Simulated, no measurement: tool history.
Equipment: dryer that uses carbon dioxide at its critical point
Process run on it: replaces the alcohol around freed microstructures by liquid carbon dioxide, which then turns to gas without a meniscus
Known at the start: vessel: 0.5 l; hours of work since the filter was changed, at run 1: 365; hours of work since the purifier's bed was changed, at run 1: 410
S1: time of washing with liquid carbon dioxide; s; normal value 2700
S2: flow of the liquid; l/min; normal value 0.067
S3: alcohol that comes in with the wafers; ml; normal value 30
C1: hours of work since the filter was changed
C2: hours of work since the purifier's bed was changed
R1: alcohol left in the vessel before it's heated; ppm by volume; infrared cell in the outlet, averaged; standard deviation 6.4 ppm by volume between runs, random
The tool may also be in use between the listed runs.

Run 1, hour 0: usual settings; C1 365; C2 410. Result: R1 636 ppm by volume.
Run 2, hour 13.3: usual settings; C1 373; C2 418. Result: R1 685 ppm by volume.
Run 3, hour 25.2: usual settings but S3 40 ml; C1 380; C2 425. Result: R1 825 ppm by volume.
Run 4, hour 42.2: usual settings but S3 40 ml; C1 391; C2 435. Result: R1 869 ppm by volume.
Run 5, hour 51.3: usual settings; C1 396; C2 441. Result: R1 691 ppm by volume.
Run 6, hour 62.8: usual settings but S2 0.079 l/min; C1 403; C2 448. Result: R1 375 ppm by volume.
Run 7, hour 76.3: usual settings but S2 0.079 l/min; C1 412; C2 456. Result: R1 377 ppm by volume.
Run 8, hour 95.4: usual settings but S2 0.079 l/min; C1 423; C2 468. Result: R1 390 ppm by volume.
Run 9, hour 104.3: usual settings but S2 0.079 l/min; C1 429; C2 473. Result: R1 405 ppm by volume.
Run 10, hour 119.2: usual settings; C1 438; C2 483. Result: R1 746 ppm by volume.
Run 11, hour 129.2: usual settings; C1 444; C2 489. Result: R1 755 ppm by volume.
Run 12, hour 143.1: usual settings; C1 453; C2 497. Result: R1 783 ppm by volume.
Run 13, hour 152.9: usual settings but S2 0.0512 l/min; C1 459; C2 503. Result: R1 1996 ppm by volume.
Run 14, hour 163.1: usual settings but S2 0.0512 l/min; C1 465; C2 509. Result: R1 2034 ppm by volume.
Run 15, hour 176.6: usual settings but S1 3180 s, S2 0.0895 l/min, S3 45 ml; C1 473; C2 518. Result: R1 214 ppm by volume.
Run 16, hour 189.3: usual settings but S2 0.0403 l/min; C1 481; C2 526. Result: R1 4249 ppm by volume.
Run 17, hour 204.5: usual settings but S2 0.0403 l/min; C1 490; C2 535. Result: R1 4253 ppm by volume.
At hour 221.4: inlet filter changed.
Run 18, hour 226.6: usual settings but S1 1860 s, S2 0.0583 l/min, S3 34 ml; C1 3; C2 548. Result: R1 2823 ppm by volume.
Run 19, hour 239.2: usual settings but S1 1860 s, S2 0.0583 l/min, S3 34 ml; C1 11; C2 556. Result: R1 2840 ppm by volume.
Run 20, hour 257.1: usual settings but S1 1860 s, S2 0.0583 l/min, S3 34 ml; C1 22; C2 566. Result: R1 2819 ppm by volume.
Run 21, hour 270.1: usual settings but S1 1860 s, S2 0.0583 l/min, S3 34 ml; C1 30; C2 574. Result: R1 2870 ppm by volume.
Run 22, hour 282.5: usual settings but S1 2820 s, S2 0.0555 l/min, S3 64 ml; C1 37; C2 582. Result: R1 1425 ppm by volume.
Run 23, hour 302.8: usual settings but S1 2820 s, S2 0.0492 l/min, S3 67 ml; C1 50; C2 594. Result: R1 2369 ppm by volume.

Below are 5 alternative next runs, each starting from the tool's condition after run 23. Predict each:
Run A, hour 317.3: usual settings but S1 2820 s, S2 0.0704 l/min, S3 67 ml; C1 59; C2 603. Result: R1 ?.
Run B, hour 317.3: usual settings but S1 1800 s, S2 0.0492 l/min, S3 67 ml; C1 59; C2 603. Result: R1 ?.
Run C, hour 317.3: usual settings but S2 0.0724 l/min; C1 59; C2 603. Result: R1 ?.
Run D, hour 317.3: usual settings but S1 2220 s, S2 0.0533 l/min; C1 59; C2 603. Result: R1 ?.
Run E, hour 317.3: usual settings but S1 2640 s, S2 0.0492 l/min, S3 36 ml; C1 59; C2 603. Result: R1 ?.

run     R1
  A    572
  B  10147
  C    371
  D   2061
  E   1786
Without the tool's unlogged condition, the same runs would have read:
run    R1
  A   355
  B  9405
  C   177
  D  1749
  E  1481
